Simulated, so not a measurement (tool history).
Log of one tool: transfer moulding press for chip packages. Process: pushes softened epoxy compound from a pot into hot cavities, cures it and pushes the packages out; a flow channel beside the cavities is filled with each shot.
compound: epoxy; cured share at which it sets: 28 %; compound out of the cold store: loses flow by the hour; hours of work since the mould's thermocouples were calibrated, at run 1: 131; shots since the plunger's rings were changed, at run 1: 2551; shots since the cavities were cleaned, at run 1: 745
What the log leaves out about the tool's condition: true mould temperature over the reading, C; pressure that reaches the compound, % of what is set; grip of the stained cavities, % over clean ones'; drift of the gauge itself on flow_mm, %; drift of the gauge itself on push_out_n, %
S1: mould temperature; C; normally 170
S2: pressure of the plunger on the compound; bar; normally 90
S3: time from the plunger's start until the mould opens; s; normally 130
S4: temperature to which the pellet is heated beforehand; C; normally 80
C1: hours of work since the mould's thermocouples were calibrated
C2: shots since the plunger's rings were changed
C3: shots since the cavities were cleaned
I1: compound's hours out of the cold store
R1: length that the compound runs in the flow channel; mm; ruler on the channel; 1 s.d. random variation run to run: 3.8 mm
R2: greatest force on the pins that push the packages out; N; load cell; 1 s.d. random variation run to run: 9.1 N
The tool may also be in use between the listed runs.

run	hour	S1	S2	S3	S4	C1	C2	C3	I1	R1	R2
1	0	170	90	130	80	131	2551	745	11.5	627	751
2	8.1	170	94.7	130	80	135	2612	806	39.5	524	718
3	15.2	170	94.7	130	80	138	2665	859	34.6	535	727
4	21.3	165	94.7	130	80	141	2711	905	33.9	556	923
5	31.7	165	94.7	130	80	146	2789	983	41.8	530	955
# hour 35.8: cavities cleaned with cleaning compound and waxed
6	43.2	168	90	130	80	151	2865	56	39.9	515	474
7	52.6	168	90	130	80	156	2935	126	19.2	585	568
8	59.6	170	90	130	80	159	2988	179	10.7	621	539
9	70	170	90	130	80	164	3066	257	11.7	617	585
10	74.4	170	90	130	80	166	3100	291	21.7	564	592
11	78.7	170	90	130	80	169	3132	323	33.7	527	575
12	88.5	170	90	130	80	173	3205	396	46.4	481	590
13	97.4	170	90	130	80	178	3273	464	19.9	573	656
14	106.4	170	90	130	80	182	3340	531	32.6	529	688
15	111.1	170	90	130	80	184	3376	567	30.9	530	654
16	121.3	170	84.7	123	80	189	3453	644	28.5	523	753
17	130.2	172	90	120	80	194	3519	710	43.7	477	694
18	137.9	172	90	130	84	197	3577	768	26.3	543	692
# hour 140.4: mould's thermocouples calibrated
19	146.5	172	90	130	84	3	3627	818	26.2	541	717
20	151.2	176	98.3	142	74	5	3663	854	32.3	534	642
21	157.1	177	86.5	124	70	8	3707	898	42.3	464	652
22	162.7	170	83.3	136	82	11	3749	940	18.4	552	750
# hour 172.8: cavities cleaned with cleaning compound and waxed
23	174.1	170	90	130	75	16	3824	10	40.7	495	429
24	181.7	162	82.6	111	86	19	3880	66	43.7	487	935
# hour 189.6: mould's thermocouples calibrated, once more
25	193.9	170	90	130	72	2	3958	144	39.7	499	492
26	201.2	171	90	162	88	6	4013	199	31.5	513	457
27	210.2	170	70	125	77	10	4080	266	15.2	517	617
28	217.4	174	79.7	125	74	14	4135	321	35.6	469	542

Predict each of these 5 candidate next runs independently; none follows another, all start after run 28:
A	226.1	174	76.2	125	74	18	4199	385	32.1	?	?
B	226.1	174	90	116	89	18	4199	385	42.5	?	?
C	226.1	164	87.7	125	87	18	4199	385	37.9	?	?
D	226.1	174	76.9	125	74	18	4199	385	15.3	?	?
E	226.1	174	79.7	124	80	18	4199	385	27.6	?	?

run	R1	R2
A	471	547
B	473	560
C	507	848
D	519	578
E	493	564
Had the tool no hidden state, the same runs would have come out as:
run	R1	R2
A	517	371
B	519	378
C	556	578
D	569	391
E	540	381
